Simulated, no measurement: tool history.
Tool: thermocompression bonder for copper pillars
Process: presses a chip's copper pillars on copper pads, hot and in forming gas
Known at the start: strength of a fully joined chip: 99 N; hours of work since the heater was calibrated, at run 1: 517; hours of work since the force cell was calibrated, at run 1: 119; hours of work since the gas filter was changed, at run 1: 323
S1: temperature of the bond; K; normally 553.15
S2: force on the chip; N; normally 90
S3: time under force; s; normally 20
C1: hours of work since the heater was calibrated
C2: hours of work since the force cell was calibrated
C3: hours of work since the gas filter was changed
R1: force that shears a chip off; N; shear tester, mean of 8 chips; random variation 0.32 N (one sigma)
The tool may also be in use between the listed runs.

run   hour      S1   S2  S3   C1   C2   C3    R1
  1    0.0  553.15   90  20  517  119  323  35.2
  2   40.6  553.15   90  20  535  137  341  34.5
  3   62.2  553.15   90  20  545  146  350  34.1
      82.6  -- forming gas filter changed
  4  101.5  553.15   90  20  562  164    8  37.8
  5  136.8  553.15   90  20  578  179   24  37.6
  6  179.9  553.15   90  20  597  199   43  38.3
  7  207.3  553.15   90  20  610  211   56  37.1
  8  234.4  553.15   90  20  622  223   68  37.7
  9  274.8  553.15   90  11  640  241   86  29.4
 10  300.1  553.15   90  11  651  252   97  29.4
 11  340.9  553.15   90  20  669  270  115  36.9
 12  361.2  553.15   90  20  678  279  124  36.4
 13  381.0  553.15   90  11  687  288  133  28.9
 14  405.5  553.15   90  11  698  299  144  28.4
 15  429.5  553.15   90  11  709  310  155  28.7
 16  469.6  553.15   90  11  726  328  172  28.5
 17  512.9  553.15   90  11  746  347  192  28.4
 18  540.3  548.15  100  34  758  359  204  43.4
     544.9  -- heater calibrated with a thermocouple chip
 19  583.6  551.15   90  14   17  378  222  29.7
 20  621.3  551.15   62  31   34  394  239  32.2

Forecast run 21:
     629.3  -- heater calibrated with a thermocouple chip, once more
 21  648.2  538.15  65  45   8  406  250   ?

{"run 21": {"R1": 34.8}}
On a tool with no hidden condition, and with the same random variation, this run would have come out at R1 37.1 N.
